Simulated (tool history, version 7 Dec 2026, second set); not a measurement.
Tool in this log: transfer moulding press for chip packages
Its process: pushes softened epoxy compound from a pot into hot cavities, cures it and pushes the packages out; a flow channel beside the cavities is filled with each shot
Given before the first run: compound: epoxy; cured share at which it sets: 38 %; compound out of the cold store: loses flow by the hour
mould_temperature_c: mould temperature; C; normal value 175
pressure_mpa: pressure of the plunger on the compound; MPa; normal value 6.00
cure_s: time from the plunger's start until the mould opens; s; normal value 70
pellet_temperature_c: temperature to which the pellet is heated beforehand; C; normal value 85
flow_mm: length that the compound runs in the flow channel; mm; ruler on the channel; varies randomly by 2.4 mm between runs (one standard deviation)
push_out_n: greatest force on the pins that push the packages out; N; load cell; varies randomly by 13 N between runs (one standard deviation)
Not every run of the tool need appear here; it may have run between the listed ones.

run,hour,mould_temperature_c,pressure_mpa,cure_s,pellet_temperature_c,incoming compound's hours out of the cold store,flow_mm,push_out_n
1,0.0,175,6.00,70,85,25.4,612,1349
# hour 8.7: cavities cleaned with cleaning compound and waxed
2,14.4,175,6.00,70,85,22.2,620,803
3,23.5,175,5.75,70,85,32.3,584,974
4,30.7,175,6.00,61,85,47.1,565,1458
5,40.3,175,6.00,61,85,31.8,599,1699
6,52.2,175,6.00,61,85,23.8,610,1811
7,59.1,175,6.00,70,85,37.8,580,1325
8,72.4,175,6.00,70,85,14.9,633,1469
# hour 74.8: cavities cleaned with cleaning compound and waxed
9,81.0,175,6.00,70,85,14.4,635,919
# hour 88.2: plunger's sealing rings changed
10,93.5,175,6.00,70,85,20.6,639,1080
11,100.3,175,5.34,70,85,34.8,574,1112
12,108.1,175,5.34,70,75,43.7,556,1258
# hour 118.1: mould's thermocouples calibrated
13,120.4,174,5.34,103,75,30.1,582,662
14,128.1,174,5.34,103,75,36.1,571,676
15,139.5,174,5.34,103,75,9.4,625,696
# hour 145.1: cavities cleaned with cleaning compound and waxed
16,153.1,175,5.06,82,75,42.6,538,603
17,159.5,174,7.43,70,93,28.5,683,1042
18,167.9,167,5.90,70,80,47.8,581,1754
19,175.0,167,5.90,70,80,35.1,611,1959
# hour 179.4: mould's thermocouples calibrated, once more
20,184.3,167,5.90,70,80,29.3,623,2022

Forecast each of these 5 alternatives for the next run:
A,197.0,167,5.77,70,88,37.5,?,?
B,197.0,183,5.90,61,80,34.3,?,?
C,197.0,175,6.00,107,85,40.4,?,?
D,197.0,175,4.79,70,85,9.1,?,?
E,197.0,174,5.90,50,89,18.8,?,?

run,flow_mm,push_out_n
A,596,1994
B,586,1169
C,587,619
D,588,1397
E,629,2715
Without the tool's hidden state the same runs would have given:
run,flow_mm,push_out_n
A,604,936
B,593,546
C,594,295
D,596,652
E,638,1288
